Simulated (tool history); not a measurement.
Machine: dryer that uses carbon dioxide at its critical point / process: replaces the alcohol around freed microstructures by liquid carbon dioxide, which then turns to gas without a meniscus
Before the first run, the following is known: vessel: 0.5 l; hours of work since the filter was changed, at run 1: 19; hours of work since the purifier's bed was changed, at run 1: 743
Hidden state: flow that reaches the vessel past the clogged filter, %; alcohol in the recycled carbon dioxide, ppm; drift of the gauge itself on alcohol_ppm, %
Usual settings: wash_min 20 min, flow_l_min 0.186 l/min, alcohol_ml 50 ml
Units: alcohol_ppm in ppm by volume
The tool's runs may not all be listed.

| run | hour | wash_min | flow_l_min | alcohol_ml | hours of work since the filter was changed | hours of work since the purifier's bed was changed | alcohol_ppm |
|---|---|---|---|---|---|---|---|
| 1 | 0 | 20 | 0.186 | 50 | 19 | 743 | 322 |
| 2 | 46.5 | 20 | 0.186 | 50 | 36 | 760 | 334 |
| 3 | 93.1 | 20 | 0.186 | 50 | 53 | 778 | 351 |
| 4 | 141.6 | 20 | 0.186 | 50 | 71 | 795 | 378 |
| 5 | 182.9 | 20 | 0.186 | 77 | 86 | 810 | 592 |
| 6 | 216.1 | 20 | 0.186 | 77 | 98 | 823 | 585 |
| 7 | 250.1 | 20 | 0.186 | 77 | 111 | 835 | 614 |
| 8 | 298.1 | 20 | 0.186 | 77 | 128 | 853 | 655 |
| 9 | 327.5 | 20 | 0.134 | 77 | 139 | 864 | 3045 |
| 10 | 360.1 | 20 | 0.134 | 77 | 151 | 876 | 3170 |
| 11 | 411.7 | 20 | 0.134 | 77 | 170 | 895 | 3245 |
| 12 | 440.4 | 20 | 0.127 | 77 | 181 | 905 | 4279 |
| 13 | 481.9 | 20 | 0.127 | 77 | 196 | 920 | 4586 |
| 14 | 526.1 | 20 | 0.169 | 50 | 212 | 937 | 923 |
| 15 | 573.3 | 20 | 0.169 | 50 | 230 | 954 | 983 |
| 16 | 602.3 | 20 | 0.169 | 50 | 240 | 964 | 1005 |
| 17 | 632.6 | 20 | 0.186 | 50 | 251 | 976 | 654 |
| 18 | 674.5 | 20 | 0.186 | 31 | 267 | 991 | 457 |
|  | 699.3 | inlet filter changed |
| 19 | 713.6 | 20 | 0.186 | 31 | 5 | 1005 | 225 |
| 20 | 756.5 | 20 | 0.186 | 31 | 21 | 1021 | 235 |
| 21 | 789.7 | 20 | 0.186 | 31 | 33 | 1033 | 256 |
| 22 | 837 | 20 | 0.186 | 31 | 51 | 1050 | 256 |
| 23 | 884.1 | 20 | 0.186 | 31 | 68 | 1068 | 275 |
| 24 | 926.4 | 19 | 0.267 | 55 | 83 | 1083 | 120 |
| 25 | 967.6 | 19 | 0.285 | 55 | 99 | 1098 | 104 |
| 26 | 994.8 | 19 | 0.198 | 91 | 108 | 1108 | 720 |
| 27 | 1024.1 | 21 | 0.276 | 75 | 119 | 1119 | 103 |
| 28 | 1075.4 | 20 | 0.174 | 73 | 138 | 1138 | 971 |
| 29 | 1119.2 | 14 | 0.266 | 22 | 154 | 1154 | 251 |
| 30 | 1145.6 | 14 | 0.266 | 22 | 164 | 1164 | 259 |
| 31 | 1188.2 | 14 | 0.266 | 22 | 180 | 1179 | 277 |
| 32 | 1212.7 | 14 | 0.266 | 22 | 189 | 1188 | 275 |
| 33 | 1260.7 | 19 | 0.186 | 50 | 206 | 1206 | 800 |
| 34 | 1303.1 | 25 | 0.186 | 50 | 222 | 1221 | 230 |
| 35 | 1351.6 | 21 | 0.115 | 79 | 240 | 1239 | 6277 |
|  | 1363 | purifier's bed changed |
| 36 | 1386.2 | 17 | 0.115 | 118 | 251 | 9 | 16814 |
| 37 | 1425.3 | 17 | 0.115 | 118 | 265 | 23 | 17759 |

Some steps in alcohol_ppm between neighbouring runs. How much of each would the tool show without its hidden state too (settings, what came in, random variation), and how much is left for the hidden state, with any gauge scatter that isn't in both results?
Run 13 -> 14: flow_l_min 0.127 -> 0.169, alcohol_ml 77 -> 50. alcohol_ppm -3663 ppm by volume: hidden state -1269, all else -2394.
Run 34 -> 35: wash_min 25 -> 21, flow_l_min 0.186 -> 0.115, alcohol_ml 50 -> 79. alcohol_ppm +6047 ppm by volume: hidden state +2575, all else +3472.
Run 35 -> 36: wash_min 21 -> 17, alcohol_ml 79 -> 118, purifier's bed changed. alcohol_ppm +10537 ppm by volume: hidden state +3638, all else +6899.

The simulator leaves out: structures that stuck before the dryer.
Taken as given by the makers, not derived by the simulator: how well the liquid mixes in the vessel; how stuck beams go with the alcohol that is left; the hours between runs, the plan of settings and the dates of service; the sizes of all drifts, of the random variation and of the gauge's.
